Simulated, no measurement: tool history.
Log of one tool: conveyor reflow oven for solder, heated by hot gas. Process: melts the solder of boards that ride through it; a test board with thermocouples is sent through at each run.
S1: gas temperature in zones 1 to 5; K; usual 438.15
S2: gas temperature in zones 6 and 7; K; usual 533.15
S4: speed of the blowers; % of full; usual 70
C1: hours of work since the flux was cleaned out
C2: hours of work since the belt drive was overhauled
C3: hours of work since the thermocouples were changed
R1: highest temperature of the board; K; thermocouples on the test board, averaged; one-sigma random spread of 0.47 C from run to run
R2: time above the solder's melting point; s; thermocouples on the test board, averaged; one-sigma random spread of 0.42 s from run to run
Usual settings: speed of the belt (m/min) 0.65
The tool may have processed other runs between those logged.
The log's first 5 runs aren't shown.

run 6 hour=297.6 | S1=438.15 S2=533.15 speed_of_the_belt_(m/min)=0.65 S4=70 | C1=357 C2=357 C3=160 | R1=516.65 R2=41.2
-- hour=343.2 flux residue cleaned out of gas plates and filters
run 7 hour=359.5 | S1=438.15 S2=533.15 speed_of_the_belt_(m/min)=0.732 S4=70 | C1=9 C2=388 C3=190 | R1=512.15 R2=30.3
run 8 hour=418.3 | S1=438.15 S2=533.15 speed_of_the_belt_(m/min)=0.732 S4=70 | C1=40 C2=419 C3=222 | R1=511.75 R2=30.4
run 9 hour=482.1 | S1=438.15 S2=533.15 speed_of_the_belt_(m/min)=0.732 S4=70 | C1=74 C2=454 C3=256 | R1=511.95 R2=29.9
run 10 hour=546.1 | S1=438.15 S2=533.15 speed_of_the_belt_(m/min)=0.732 S4=70 | C1=109 C2=488 C3=290 | R1=511.45 R2=30.5
run 11 hour=585.9 | S1=438.15 S2=533.15 speed_of_the_belt_(m/min)=0.65 S4=70 | C1=130 C2=509 C3=312 | R1=514.75 R2=39.4
run 12 hour=671.3 | S1=438.15 S2=533.15 speed_of_the_belt_(m/min)=0.65 S4=80 | C1=176 C2=555 C3=357 | R1=515.85 R2=40
run 13 hour=708.9 | S1=438.15 S2=533.15 speed_of_the_belt_(m/min)=0.65 S4=80 | C1=196 C2=575 C3=378 | R1=516.05 R2=39.1
-- hour=764.1 flux residue cleaned out of gas plates and filters, once more
run 14 hour=782.2 | S1=438.15 S2=533.15 speed_of_the_belt_(m/min)=0.65 S4=70 | C1=10 C2=612 C3=414 | R1=518.35 R2=42.2
run 15 hour=830 | S1=438.15 S2=533.15 speed_of_the_belt_(m/min)=0.65 S4=70 | C1=35 C2=638 C3=440 | R1=517.75 R2=41.2

For run 16, what comes out?
run 16 hour=876.1 | S1=438.15 S2=533.15 speed_of_the_belt_(m/min)=0.65 S4=70 | C1=60 C2=662 C3=465 | R1=? R2=?

For run 16 the tool returned R1 517.75 K, R2 41.7 s.
The same run, on a tool lacking any hidden state, would have yielded R1 519.35 K, R2 42.6 s.
